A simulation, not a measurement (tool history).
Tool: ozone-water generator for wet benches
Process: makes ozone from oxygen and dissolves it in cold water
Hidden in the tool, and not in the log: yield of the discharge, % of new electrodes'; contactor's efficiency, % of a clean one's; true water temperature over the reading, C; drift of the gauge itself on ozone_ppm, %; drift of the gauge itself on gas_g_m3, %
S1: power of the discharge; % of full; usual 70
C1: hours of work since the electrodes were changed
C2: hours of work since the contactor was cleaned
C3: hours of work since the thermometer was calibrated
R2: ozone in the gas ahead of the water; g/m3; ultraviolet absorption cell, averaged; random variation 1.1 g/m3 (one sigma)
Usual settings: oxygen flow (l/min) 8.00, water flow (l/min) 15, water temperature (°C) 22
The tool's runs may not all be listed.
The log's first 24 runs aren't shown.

Run 25, hour 2771.2: usual settings but S1 93 % of full, oxygen flow (l/min) 4.64, water flow (l/min) 10; C1 4791; C2 3064; C3 2664. Result: dissolved ozone (ppm) 37.4, R2 319.9 g/m3.
Run 26, hour 2936.5: usual settings but S1 44 % of full, oxygen flow (l/min) 11.93, water flow (l/min) 12, water temperature (°C) 27; C1 4920; C2 3193; C3 2793. Result: dissolved ozone (ppm) 15.8, R2 125.4 g/m3.
Run 27, hour 3038.6: usual settings but S1 44 % of full, oxygen flow (l/min) 12.04, water flow (l/min) 12, water temperature (°C) 27; C1 4999; C2 3273; C3 2873. Result: dissolved ozone (ppm) 15.7, R2 125.1 g/m3.
At hour 3099.6: water thermometer calibrated.
Run 28, hour 3121.7: usual settings but oxygen flow (l/min) 13.31; C1 5064; C2 3337; C3 17. Result: dissolved ozone (ppm) 22.3, R2 170.5 g/m3.
Run 29, hour 3197.3: usual settings but S1 100 % of full, oxygen flow (l/min) 13.31, water temperature (°C) 16; C1 5123; C2 3396; C3 76. Result: dissolved ozone (ppm) 32.9, R2 221.0 g/m3.
Run 30, hour 3347.3: usual settings but S1 100 % of full, oxygen flow (l/min) 7.26, water temperature (°C) 16; C1 5239; C2 3513; C3 193. Result: dissolved ozone (ppm) 34.5, R2 283.7 g/m3.
Run 31, hour 3432.3: usual settings but S1 57 % of full, oxygen flow (l/min) 4.86, water flow (l/min) 10, water temperature (°C) 18; C1 5306; C2 3579; C3 259. Result: dissolved ozone (ppm) 28.0, R2 217.2 g/m3.
Run 32, hour 3581.9: usual settings but S1 57 % of full, oxygen flow (l/min) 4.86, water flow (l/min) 10, water temperature (°C) 18; C1 5422; C2 3695; C3 376. Result: dissolved ozone (ppm) 28.1, R2 217.6 g/m3.

4 ways to go on from here, each from the tool as it stands after run 32. What would each give?
Run A, hour 3704.4: usual settings but water flow (l/min) 22, water temperature (°C) 23; C1 5518; C2 3791; C3 471. Result: dissolved ozone (ppm) ?, R2 ?.
Run B, hour 3704.4: usual settings but S1 57 % of full, oxygen flow (l/min) 4.86, water flow (l/min) 20, water temperature (°C) 18; C1 5518; C2 3791; C3 471. Result: dissolved ozone (ppm) ?, R2 ?.
Run C, hour 3704.4: usual settings but S1 50 % of full, oxygen flow (l/min) 7.46, water flow (l/min) 17; C1 5518; C2 3791; C3 471. Result: dissolved ozone (ppm) ?, R2 ?.
Run D, hour 3704.4: usual settings but S1 46 % of full, oxygen flow (l/min) 4.86, water flow (l/min) 12, water temperature (°C) 15; C1 5518; C2 3791; C3 471. Result: dissolved ozone (ppm) ?, R2 ?.

run  dissolved ozone (ppm)     R2
  A                   18.1  208.3
  B                   17.1  216.4
  C                   17.2  166.1
  D                   22.3  185.9
Without the tool's hidden state the same runs would have given:
run  dissolved ozone (ppm)     R2
  A                   18.2  203.9
  B                   17.2  211.8
  C                   17.2  162.5
  D                   22.4  181.9

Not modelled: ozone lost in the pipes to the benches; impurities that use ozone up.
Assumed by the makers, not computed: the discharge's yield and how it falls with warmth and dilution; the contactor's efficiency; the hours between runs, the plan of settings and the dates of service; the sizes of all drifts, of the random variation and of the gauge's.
